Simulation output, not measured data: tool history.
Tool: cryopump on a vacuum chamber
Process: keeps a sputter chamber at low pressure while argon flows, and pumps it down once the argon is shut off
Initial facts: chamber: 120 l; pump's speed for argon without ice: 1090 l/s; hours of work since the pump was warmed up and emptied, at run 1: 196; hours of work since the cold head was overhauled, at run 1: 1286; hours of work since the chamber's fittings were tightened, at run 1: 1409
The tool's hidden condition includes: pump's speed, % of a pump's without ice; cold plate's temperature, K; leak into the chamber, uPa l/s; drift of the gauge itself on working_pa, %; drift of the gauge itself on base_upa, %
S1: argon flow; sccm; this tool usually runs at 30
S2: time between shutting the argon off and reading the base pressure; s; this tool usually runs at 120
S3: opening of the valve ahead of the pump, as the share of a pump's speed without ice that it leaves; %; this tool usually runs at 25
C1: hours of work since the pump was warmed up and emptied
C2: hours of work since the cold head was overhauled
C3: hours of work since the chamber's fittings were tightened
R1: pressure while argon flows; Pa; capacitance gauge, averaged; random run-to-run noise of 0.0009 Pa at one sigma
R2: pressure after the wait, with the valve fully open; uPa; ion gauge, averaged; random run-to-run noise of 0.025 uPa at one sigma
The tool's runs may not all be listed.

| run | hour | S1 | S2 | S3 | C1 | C2 | C3 | R1 | R2 |
|---|---|---|---|---|---|---|---|---|---|
| 1 | 0.0 | 30 | 120 | 25 | 196 | 1286 | 1409 | 0.1902 | 2.89 |
| 2 | 48.5 | 30 | 120 | 25 | 219 | 1309 | 1432 | 0.1884 | 2.95 |
| 3 | 113.7 | 30 | 120 | 25 | 250 | 1340 | 1463 | 0.1914 | 3.02 |
| 4 | 173.9 | 30 | 120 | 25 | 278 | 1369 | 1491 | 0.1907 | 3.08 |
| 5 | 242.7 | 30 | 120 | 25 | 311 | 1402 | 1524 | 0.1927 | 3.24 |
| 6 | 285.6 | 30 | 120 | 25 | 331 | 1422 | 1544 | 0.1908 | 3.21 |
| 7 | 343.3 | 30 | 120 | 25 | 359 | 1449 | 1572 | 0.1921 | 3.20 |
| 8 | 377.7 | 30 | 120 | 25 | 375 | 1466 | 1588 | 0.1939 | 3.32 |
| 9 | 412.5 | 30 | 120 | 25 | 392 | 1482 | 1604 | 0.1939 | 3.46 |
| 10 | 456.5 | 30 | 120 | 31 | 413 | 1503 | 1625 | 0.1587 | 3.37 |
| 11 | 494.9 | 30 | 120 | 31 | 431 | 1521 | 1644 | 0.1580 | 3.43 |
| 12 | 531.4 | 30 | 120 | 17 | 448 | 1539 | 1661 | 0.2798 | 3.49 |
| 13 | 560.0 | 20 | 120 | 17 | 462 | 1552 | 1675 | 0.1902 | 3.58 |
| 14 | 602.8 | 30 | 120 | 31 | 482 | 1573 | 1695 | 0.1590 | 3.50 |
| 15 | 644.5 | 30 | 120 | 36 | 502 | 1593 | 1715 | 0.1381 | 3.74 |
|  | 678.8 | pump warmed up, emptied and cooled again |
| 16 | 693.3 | 54 | 120 | 29 | 7 | 1613 | 1736 | 0.2911 | 3.20 |
| 17 | 756.2 | 54 | 120 | 29 | 37 | 1643 | 1765 | 0.2924 | 3.18 |
| 18 | 792.6 | 18 | 120 | 25 | 54 | 1661 | 1783 | 0.1131 | 3.22 |
| 19 | 849.1 | 13 | 120 | 56 | 81 | 1687 | 1810 | 0.0374 | 3.38 |
| 20 | 899.6 | 20 | 120 | 25 | 105 | 1711 | 1834 | 0.1246 | 3.40 |
| 21 | 959.0 | 30 | 34 | 36 | 133 | 1740 | 1862 | 0.1322 | 5.27 |

What if the next run were any one of these 3? Each begins from the tool's condition after run 21:
| A | 1019.6 | 15 | 34 | 17 | 162 | 1768 | 1891 | ? | ? |
| B | 1019.6 | 52 | 213 | 40 | 162 | 1768 | 1891 | ? | ? |
| C | 1019.6 | 30 | 212 | 36 | 162 | 1768 | 1891 | ? | ? |

| run | R1 | R2 |
|---|---|---|
| A | 0.1385 | 5.24 |
| B | 0.2099 | 3.15 |
| C | 0.1326 | 3.24 |
Without the tool's hidden state the same runs would have given:
| run | R1 | R2 |
|---|---|---|
| A | 0.1367 | 2.75 |
| B | 0.2036 | 0.66 |
| C | 0.1290 | 0.69 |
